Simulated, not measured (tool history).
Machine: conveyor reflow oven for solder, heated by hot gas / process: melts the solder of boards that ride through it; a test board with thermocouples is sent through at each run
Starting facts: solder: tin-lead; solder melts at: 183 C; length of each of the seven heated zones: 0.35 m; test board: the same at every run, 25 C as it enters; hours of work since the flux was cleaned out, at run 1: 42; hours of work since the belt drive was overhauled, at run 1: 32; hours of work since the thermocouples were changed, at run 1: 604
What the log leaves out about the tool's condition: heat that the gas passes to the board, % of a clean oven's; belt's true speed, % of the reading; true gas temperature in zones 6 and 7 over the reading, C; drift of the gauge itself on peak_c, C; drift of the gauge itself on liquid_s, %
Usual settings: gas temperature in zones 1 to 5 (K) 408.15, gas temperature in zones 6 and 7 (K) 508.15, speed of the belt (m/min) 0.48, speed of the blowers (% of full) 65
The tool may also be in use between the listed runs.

| run | hour | gas temperature in zones 1 to 5 (K) | gas temperature in zones 6 and 7 (K) | speed of the belt (m/min) | speed of the blowers (% of full) | hours of work since the flux was cleaned out | hours of work since the belt drive was overhauled | hours of work since the thermocouples were changed | highest temperature of the board (K) | time above the solder's melting point (s) |
|---|---|---|---|---|---|---|---|---|---|---|
| 1 | 0 | 408.15 | 508.15 | 0.48 | 65 | 42 | 32 | 604 | 492.05 | 65.7 |
| 2 | 7.8 | 422.15 | 508.15 | 0.48 | 65 | 47 | 38 | 610 | 494.05 | 73.6 |
| 3 | 12.3 | 422.15 | 508.15 | 0.48 | 65 | 51 | 41 | 613 | 493.85 | 73.8 |
| 4 | 20.2 | 422.15 | 508.15 | 0.48 | 65 | 56 | 47 | 619 | 493.85 | 73.9 |
| 5 | 28.1 | 422.15 | 508.15 | 0.48 | 65 | 62 | 52 | 624 | 493.35 | 73.6 |
| 6 | 33.2 | 422.15 | 508.15 | 0.48 | 65 | 66 | 56 | 628 | 493.65 | 73.6 |
| 7 | 40.3 | 422.15 | 508.15 | 0.48 | 65 | 71 | 61 | 633 | 493.45 | 74 |
| 8 | 48.7 | 422.15 | 508.15 | 0.48 | 65 | 77 | 67 | 639 | 493.85 | 73.2 |
| 9 | 58.3 | 408.15 | 508.15 | 0.48 | 65 | 84 | 74 | 646 | 491.05 | 65.5 |
| 10 | 64.2 | 408.15 | 508.15 | 0.48 | 65 | 88 | 78 | 650 | 491.45 | 65.4 |
| 11 | 71 | 408.15 | 502.15 | 0.48 | 65 | 93 | 83 | 655 | 486.15 | 60.6 |
| 12 | 75.3 | 408.15 | 502.15 | 0.48 | 65 | 96 | 86 | 658 | 485.75 | 60.3 |
| 13 | 80.2 | 408.15 | 508.15 | 0.48 | 65 | 99 | 90 | 662 | 491.25 | 65.4 |
| 14 | 84.7 | 408.15 | 508.15 | 0.48 | 65 | 103 | 93 | 665 | 490.95 | 65.3 |
| 15 | 90.7 | 408.15 | 508.15 | 0.48 | 65 | 107 | 97 | 669 | 490.95 | 65.3 |
| 16 | 100.3 | 412.15 | 520.15 | 0.442 | 82 | 114 | 104 | 676 | 508.25 | 85.3 |
| 17 | 109.2 | 408.15 | 499.15 | 0.451 | 72 | 120 | 111 | 683 | 485.65 | 66.2 |
| 18 | 115.9 | 408.15 | 499.15 | 0.451 | 55 | 125 | 115 | 687 | 482.25 | 60 |

Forecast run 19:
| 19 | 120.3 | 411.15 | 514.15 | 0.403 | 79 | 128 | 119 | 691 | ? | ? |

Run 19 came out at highest temperature of the board (K) 504.15, time above the solder's melting point (s) 91.6.
With the hidden condition absent and the run-to-run variation left alone, this run would have shown highest temperature of the board (K) 506.65, time above the solder's melting point (s) 93.1.
